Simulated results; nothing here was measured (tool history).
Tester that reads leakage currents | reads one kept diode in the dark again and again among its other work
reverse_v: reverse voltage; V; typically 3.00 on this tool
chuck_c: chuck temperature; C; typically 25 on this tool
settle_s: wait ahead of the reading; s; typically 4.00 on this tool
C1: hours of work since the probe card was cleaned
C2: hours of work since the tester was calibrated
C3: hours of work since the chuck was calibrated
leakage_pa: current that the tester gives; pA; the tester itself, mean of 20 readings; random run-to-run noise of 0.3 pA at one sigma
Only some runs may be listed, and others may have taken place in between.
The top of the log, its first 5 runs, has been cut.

{"run": 6, "hour": 249.7, "reverse_v": 3.0, "chuck_c": 25, "settle_s": 2.4, "C1": 1048, "C2": 785, "C3": 1010, "leakage_pa": 93.65}
{"run": 7, "hour": 308.5, "reverse_v": 3.0, "chuck_c": 25, "settle_s": 2.4, "C1": 1074, "C2": 810, "C3": 1036, "leakage_pa": 92.57}
{"run": 8, "hour": 353.0, "reverse_v": 3.0, "chuck_c": 25, "settle_s": 4.0, "C1": 1093, "C2": 830, "C3": 1056, "leakage_pa": 92.34}
{"run": 9, "hour": 399.8, "reverse_v": 3.0, "chuck_c": 25, "settle_s": 4.0, "C1": 1114, "C2": 850, "C3": 1076, "leakage_pa": 92.2}
{"run": 10, "hour": 458.3, "reverse_v": 3.0, "chuck_c": 25, "settle_s": 4.0, "C1": 1140, "C2": 876, "C3": 1102, "leakage_pa": 92.1}
{"run": 11, "hour": 488.4, "reverse_v": 3.0, "chuck_c": 25, "settle_s": 4.0, "C1": 1153, "C2": 889, "C3": 1115, "leakage_pa": 91.83}
{"run": 12, "hour": 516.8, "reverse_v": 3.0, "chuck_c": 25, "settle_s": 4.0, "C1": 1165, "C2": 902, "C3": 1128, "leakage_pa": 92.05}
{"run": 13, "hour": 574.2, "reverse_v": 4.55, "chuck_c": 25, "settle_s": 4.0, "C1": 1190, "C2": 927, "C3": 1153, "leakage_pa": 112.19}
{"run": 14, "hour": 609.9, "reverse_v": 3.0, "chuck_c": 25, "settle_s": 4.0, "C1": 1206, "C2": 942, "C3": 1168, "leakage_pa": 91.64}
{"run": 15, "hour": 667.5, "reverse_v": 3.0, "chuck_c": 25, "settle_s": 4.0, "C1": 1231, "C2": 968, "C3": 1194, "leakage_pa": 92.04}
{"run": 16, "hour": 701.8, "reverse_v": 3.0, "chuck_c": 25, "settle_s": 4.0, "C1": 1246, "C2": 983, "C3": 1209, "leakage_pa": 91.28}
{"run": 17, "hour": 749.5, "reverse_v": 3.0, "chuck_c": 25, "settle_s": 4.0, "C1": 1267, "C2": 1004, "C3": 1230, "leakage_pa": 91.14}
{"run": 18, "hour": 800.1, "reverse_v": 3.0, "chuck_c": 25, "settle_s": 4.0, "C1": 1290, "C2": 1026, "C3": 1252, "leakage_pa": 91.29}
{"run": 19, "hour": 836.0, "reverse_v": 3.0, "chuck_c": 25, "settle_s": 4.0, "C1": 1305, "C2": 1042, "C3": 1268, "leakage_pa": 91.09}
{"run": 20, "hour": 887.5, "reverse_v": 3.0, "chuck_c": 40, "settle_s": 3.57, "C1": 1328, "C2": 1064, "C3": 1290, "leakage_pa": 256.04}
{"run": 21, "hour": 928.8, "reverse_v": 3.0, "chuck_c": 40, "settle_s": 3.57, "C1": 1346, "C2": 1082, "C3": 1308, "leakage_pa": 255.34}
{"run": 22, "hour": 979.5, "reverse_v": 3.0, "chuck_c": 40, "settle_s": 3.57, "C1": 1368, "C2": 1105, "C3": 1331, "leakage_pa": 256.51}
{"run": 23, "hour": 1006.9, "reverse_v": 3.0, "chuck_c": 40, "settle_s": 3.57, "C1": 1380, "C2": 1117, "C3": 1343, "leakage_pa": 253.33}
{"run": 24, "hour": 1067.0, "reverse_v": 12.02, "chuck_c": 43, "settle_s": 2.49, "C1": 1407, "C2": 1143, "C3": 1369, "leakage_pa": 606.37}
{"run": 25, "hour": 1097.9, "reverse_v": 2.78, "chuck_c": 28, "settle_s": 5.97, "C1": 1420, "C2": 1156, "C3": 1382, "leakage_pa": 107.41}

The next listed run, before its measurement:
{"run": 26, "hour": 1128.9, "reverse_v": 2.78, "chuck_c": 32, "settle_s": 3.04, "C1": 1434, "C2": 1170, "C3": 1396, "leakage_pa": "?"}

{"run 26": {"leakage_pa": 143.09}}
With the hidden condition absent and the run-to-run variation left alone, this run would have shown leakage_pa 155.54 pA.

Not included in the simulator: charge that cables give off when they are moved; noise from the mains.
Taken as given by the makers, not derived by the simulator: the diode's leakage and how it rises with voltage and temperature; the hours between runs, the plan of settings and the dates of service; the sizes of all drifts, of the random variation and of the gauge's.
